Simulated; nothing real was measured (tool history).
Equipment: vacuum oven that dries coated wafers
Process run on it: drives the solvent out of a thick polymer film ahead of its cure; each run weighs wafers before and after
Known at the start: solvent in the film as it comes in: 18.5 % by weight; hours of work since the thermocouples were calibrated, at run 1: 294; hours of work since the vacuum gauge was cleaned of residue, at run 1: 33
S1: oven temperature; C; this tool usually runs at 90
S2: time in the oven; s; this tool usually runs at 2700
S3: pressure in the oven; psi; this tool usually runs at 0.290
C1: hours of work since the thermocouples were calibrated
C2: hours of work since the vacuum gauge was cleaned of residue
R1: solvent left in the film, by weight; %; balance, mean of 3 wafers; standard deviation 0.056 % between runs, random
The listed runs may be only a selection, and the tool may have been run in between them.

run,hour,S1,S2,S3,C1,C2,R1
1,0.0,90,2700,0.290,294,33,5.02
2,12.4,90,2700,0.290,303,41,4.95
3,19.8,90,1680,0.290,307,46,7.34
4,31.1,90,1680,0.290,315,53,7.39
5,42.5,90,1680,0.290,322,61,7.40
6,48.0,90,2400,0.290,326,65,5.54
7,58.8,90,2700,1.009,333,72,8.03
8,67.8,90,2700,1.009,339,78,8.05
9,73.3,90,2700,1.009,343,81,8.05
10,86.1,90,2700,0.290,351,90,5.03
11,94.0,90,2700,0.290,356,95,5.06
12,103.8,90,3480,0.290,363,101,3.85
13,113.0,81,1980,0.547,369,107,10.67
14,123.6,89,1800,0.561,376,114,8.36
15,135.3,90,2820,0.933,383,122,7.49
16,145.3,83,2700,0.450,390,128,8.41
17,152.9,77,2580,0.206,395,133,9.56
18,158.8,77,2580,0.206,399,137,9.65
19,164.5,100,3240,0.602,402,141,2.88
20,170.2,100,3240,0.602,406,145,2.71
21,178.8,96,1920,0.162,412,150,4.11

A few steps of R1 between consecutive runs. Split each: what settings, incoming material and random variation would produce without the hidden state, and what is left over for the hidden state, along with gauge scatter present in only one of the two compared results (measured, and without hidden state):
Hidden conditions of the tool in this case: true wafer temperature over the reading, C; true pressure over the reading, kPa; drift of the gauge itself on solvent_pct, %.
Run 12 -> 13: S1 90 -> 81, S2 3480 -> 1980, S3 0.290 -> 0.547. R1 +6.82 %: hidden state -0.02, all else +6.84.
Run 18 -> 19: S1 77 -> 100, S2 2580 -> 3240, S3 0.206 -> 0.602. R1 -6.77 %: hidden state +0.06, all else -6.83.
Run 20 -> 21: S1 100 -> 96, S2 3240 -> 1920, S3 0.602 -> 0.162. R1 +1.40 %: hidden state -0.06, all else +1.46.
